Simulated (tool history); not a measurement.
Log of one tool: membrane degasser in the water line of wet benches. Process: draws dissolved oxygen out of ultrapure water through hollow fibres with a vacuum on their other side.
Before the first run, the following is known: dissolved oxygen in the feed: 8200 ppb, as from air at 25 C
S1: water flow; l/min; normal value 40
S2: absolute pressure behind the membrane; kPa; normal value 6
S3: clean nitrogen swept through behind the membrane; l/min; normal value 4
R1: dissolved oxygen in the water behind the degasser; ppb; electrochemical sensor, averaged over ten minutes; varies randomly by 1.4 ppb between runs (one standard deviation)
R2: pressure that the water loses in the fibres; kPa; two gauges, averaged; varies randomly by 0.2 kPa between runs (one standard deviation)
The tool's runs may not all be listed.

run    hour  S1    S2    S3     R1     R2
  1       0  40     6     4  165.7  48.63
  2   139.9  40     6  2.58    201  48.76
  3   384.8  40     6  2.58  205.8  48.85
  4     533  40     6  2.58    204   48.7
  5     825  40     6  2.58  208.1  48.96
  6  1007.3  40  4.15     4  126.4  48.78
  7  1298.9  40  4.15     4  127.2  49.38
  8  1582.9  40  5.98     4    168  49.07
     1608.9  -- vacuum gauge calibrated
  9  1876.7  40  5.98  3.15  193.5     49
 10  2022.1  40  6.89  3.15  217.9  49.14

Forecast run 11:
     2181.5  -- vacuum gauge calibrated, once more
 11  2240.7  40  6.89  3.15   ?   ?

R1: 205.2 ppb
R2: 49.05 kPa
If the tool had no hidden condition, the same run with the same run-to-run variation would have returned R1 180.2 ppb, R2 45.86 kPa.

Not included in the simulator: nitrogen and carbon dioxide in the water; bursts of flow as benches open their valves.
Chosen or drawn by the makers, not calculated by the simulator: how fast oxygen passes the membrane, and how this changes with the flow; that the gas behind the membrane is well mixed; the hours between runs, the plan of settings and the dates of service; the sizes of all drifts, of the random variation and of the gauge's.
